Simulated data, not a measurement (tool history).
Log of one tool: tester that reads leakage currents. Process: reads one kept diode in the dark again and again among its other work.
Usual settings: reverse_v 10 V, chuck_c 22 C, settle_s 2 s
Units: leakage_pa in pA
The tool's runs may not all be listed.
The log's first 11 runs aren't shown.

run    hour  reverse_v  chuck_c  settle_s  hours of work since the probe card was cleaned  hours of work since the tester was calibrated  hours of work since the chuck was calibrated  leakage_pa
 12   422.6         10       22       0.7                                            1827                                            130                                           857      114.58
 13   465.8         10       22         2                                            1861                                            163                                           890      111.67
 14   494.4         10       22         2                                            1883                                            186                                           913      112.08
 15     516         10       22         2                                            1900                                            202                                           930       111.8
      551.7  -- chuck's temperature calibrated
 16   568.1         10       22         2                                            1939                                            241                                            13      110.55
 17   607.4         10       22      0.93                                            1969                                            272                                            43      111.78
 18   638.3         10       22      0.93                                            1993                                            296                                            67      112.22
 19   677.6        2.1       22      0.93                                            2024                                            326                                            98       60.11
 20     713        3.3       22       0.4                                            2051                                            354                                           125       72.62
        738  -- chuck's temperature calibrated, once more
 21     738        3.3       22       0.4                                            2069                                            372                                             0       80.17
 22   782.3        4.1       22      1.22                                            2104                                            406                                            34       85.85
 23     834        4.1       22      1.22                                            2144                                            446                                            75       85.89
 24   879.5        1.1       22         2                                            2179                                            482                                           110       52.54
 25   906.7        3.6       43      2.33                                            2200                                            503                                           131      348.72
 26   957.3         10       41         2                                            2240                                            542                                           170      438.61
 27   989.6        1.5       54       0.7                                            2265                                            567                                           195      525.94
 28  1010.9          1       22      2.29                                            2281                                            584                                           212       50.07
 29  1040.6        1.9       37      2.29                                            2304                                            607                                           235      186.08
 30  1082.7        7.6       40      9.38                                            2337                                            639                                           268      368.88
 31  1126.2        7.6       40      9.38                                            2371                                            673                                           302      367.15
 32    1170        2.4       54      4.98                                            2405                                            707                                           336      611.92
 33  1191.1        2.4       32      4.98                                            2421                                            724                                           352      139.94
 34  1212.6        2.4       32      2.03                                            2438                                            740                                           369      141.18
 35  1240.2        2.4       32      2.03                                            2459                                            762                                           390      140.59
 36  1279.4        2.4       32      2.03                                            2490                                            792                                           421      141.19

Forecast each of these 5 alternatives for the next run:
  A  1321.5       11.6       32      1.76                                            2523                                            825                                           453           ?
  B  1321.5        1.4       53      2.25                                            2523                                            825                                           453           ?
  C  1321.5       10.2       32      2.03                                            2523                                            825                                           453           ?
  D  1321.5       12.8       27      3.75                                            2523                                            825                                           453           ?
  E  1321.5       17.5       29         2                                            2523                                            825                                           453           ?

run  leakage_pa
  A      250.58
  B       473.5
  C      240.04
  D      186.11
  E      242.28
Without the tool's hidden state the same runs would have given:
run  leakage_pa
  A      239.38
  B      480.26
  C      230.52
  D      171.87
  E      222.45

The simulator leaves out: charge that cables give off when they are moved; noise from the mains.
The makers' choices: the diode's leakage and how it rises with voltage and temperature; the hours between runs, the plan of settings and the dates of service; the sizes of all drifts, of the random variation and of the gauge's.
